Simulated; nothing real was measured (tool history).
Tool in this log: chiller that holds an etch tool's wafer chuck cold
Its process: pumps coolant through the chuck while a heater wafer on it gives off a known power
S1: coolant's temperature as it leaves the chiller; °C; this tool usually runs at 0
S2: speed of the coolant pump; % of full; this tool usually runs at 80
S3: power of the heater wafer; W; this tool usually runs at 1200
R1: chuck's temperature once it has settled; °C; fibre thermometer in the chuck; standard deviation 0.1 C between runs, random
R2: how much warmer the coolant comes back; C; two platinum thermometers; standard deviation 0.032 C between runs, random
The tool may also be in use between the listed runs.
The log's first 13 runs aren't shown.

{"run": 14, "hour": 332.6, "S1": 0, "S2": 80, "S3": 1200, "R1": 13.5, "R2": 3.78}
{"run": 15, "hour": 372.7, "S1": 0, "S2": 80, "S3": 1200, "R1": 13.5, "R2": 3.76}
{"hour": 386.6, "done": "coolant changed, channels flushed"}
{"run": 16, "hour": 403.9, "S1": 0, "S2": 80, "S3": 1200, "R1": 13.5, "R2": 3.78}
{"run": 17, "hour": 436.8, "S1": 0, "S2": 84, "S3": 994, "R1": 10.8, "R2": 3.02}
{"run": 18, "hour": 473.5, "S1": 4, "S2": 84, "S3": 1164, "R1": 16.6, "R2": 3.52}
{"run": 19, "hour": 510.7, "S1": 4, "S2": 84, "S3": 1164, "R1": 16.5, "R2": 3.52}
{"run": 20, "hour": 531.9, "S1": -2, "S2": 72, "S3": 1164, "R1": 12.2, "R2": 4.1}
{"run": 21, "hour": 549.4, "S1": -1, "S2": 72, "S3": 1334, "R1": 15.1, "R2": 4.64}
{"run": 22, "hour": 584.8, "S1": 0, "S2": 76, "S3": 1739, "R1": 20.3, "R2": 5.79}
{"run": 23, "hour": 615.8, "S1": -5, "S2": 81, "S3": 1437, "R1": 10.9, "R2": 4.51}
{"run": 24, "hour": 636.4, "S1": -3, "S2": 81, "S3": 744, "R1": 5.4, "R2": 2.3}
{"run": 25, "hour": 672.8, "S1": -3, "S2": 81, "S3": 744, "R1": 5.2, "R2": 2.31}
{"run": 26, "hour": 708.6, "S1": 5, "S2": 79, "S3": 970, "R1": 16.3, "R2": 3.15}
{"run": 27, "hour": 731.8, "S1": 5, "S2": 79, "S3": 970, "R1": 16.2, "R2": 3.17}
{"run": 28, "hour": 764.4, "S1": 0, "S2": 64, "S3": 1381, "R1": 18.5, "R2": 5.37}
{"run": 29, "hour": 784.2, "S1": 0, "S2": 64, "S3": 1381, "R1": 18.2, "R2": 5.42}
{"run": 30, "hour": 819.7, "S1": 3, "S2": 70, "S3": 711, "R1": 12.0, "R2": 2.55}
{"run": 31, "hour": 836.5, "S1": 3, "S2": 70, "S3": 711, "R1": 11.9, "R2": 2.56}
{"run": 32, "hour": 868.0, "S1": -7, "S2": 80, "S3": 1665, "R1": 11.7, "R2": 5.19}

Below are 3 alternative next runs, each starting from the tool's condition after run 32. Predict each:
{"run": "A", "hour": 887.8, "S1": -5, "S2": 80, "S3": 1665, "R1": "?", "R2": "?"}
{"run": "B", "hour": 887.8, "S1": 0, "S2": 76, "S3": 1200, "R1": "?", "R2": "?"}
{"run": "C", "hour": 887.8, "S1": -10, "S2": 64, "S3": 781, "R1": "?", "R2": "?"}

run=A R1=13.8 R2=5.35
run=B R1=14.2 R2=4.04
run=C R1=0.5 R2=3.05
With the hidden condition removed and each run's random variation left untouched, the same runs would have given:
run=A R1=13.8 R2=5.35
run=B R1=14.2 R2=4.04
run=C R1=0.5 R2=3.05

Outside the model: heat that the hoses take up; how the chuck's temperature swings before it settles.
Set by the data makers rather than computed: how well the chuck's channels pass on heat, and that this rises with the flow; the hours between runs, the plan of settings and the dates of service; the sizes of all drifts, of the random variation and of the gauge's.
